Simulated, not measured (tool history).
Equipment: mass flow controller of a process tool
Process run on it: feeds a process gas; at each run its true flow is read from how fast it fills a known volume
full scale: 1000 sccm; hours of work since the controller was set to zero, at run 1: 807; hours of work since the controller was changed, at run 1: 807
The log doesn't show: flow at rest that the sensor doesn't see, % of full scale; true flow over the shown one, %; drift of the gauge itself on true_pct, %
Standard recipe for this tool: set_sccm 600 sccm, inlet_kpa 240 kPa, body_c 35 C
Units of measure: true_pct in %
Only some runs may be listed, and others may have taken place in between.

run    hour  set_sccm  inlet_kpa  body_c  hours of work since the controller was set to zero  hours of work since the controller was changed  true_pct
  1       0       600        240      35                                                 807                                             807     98.78
  2   443.9       600        240      35                                                1113                                            1113     98.95
  3   699.2       600        240      35                                                1288                                            1288     99.08
  4  1081.7       600        240      35                                                1552                                            1552     99.27
  5  1356.2       600        188      35                                                1741                                            1741     99.07
  6  1813.1       600        188      35                                                2056                                            2056     99.34
  7  2054.7       600        188      35                                                2222                                            2222     99.56
  8  2557.7       600        188      35                                                2569                                            2569     99.77
  9  2926.2       600        279      35                                                2823                                            2823    100.06
 10  3388.3       600        279      35                                                3141                                            3141    100.51
     3430.5  -- controller's zero set anew
 11  3807.9       124        179      34                                                 260                                            3430    108.43
 12  4131.1       145        266      20                                                 483                                            3653    109.04
 13  4405.6       145        266      20                                                 672                                            3842     109.5
 14  4826.9       145        266      20                                                 962                                            4132    109.89
 15  5323.4       600        274      32                                                1304                                            4474    102.38

Each row is a separate what-if for the run after 15, all from the same tool condition, not one after another. Results?
  A  5621.3       600        214      30                                                1509                                            4680         ?
  B  5621.3       600        163      24                                                1509                                            4680         ?
  C  5621.3       322        240      29                                                1509                                            4680         ?
  D  5621.3       886        198      37                                                1509                                            4680         ?
  E  5621.3       230        179      22                                                1509                                            4680         ?

run  true_pct
  A    102.46
  B    103.12
  C    104.22
  D    101.58
  E    106.58
What these runs would have given with no unlogged condition in the tool:
run  true_pct
  A     98.48
  B     99.15
  C     98.02
  D     98.44
  E     98.43
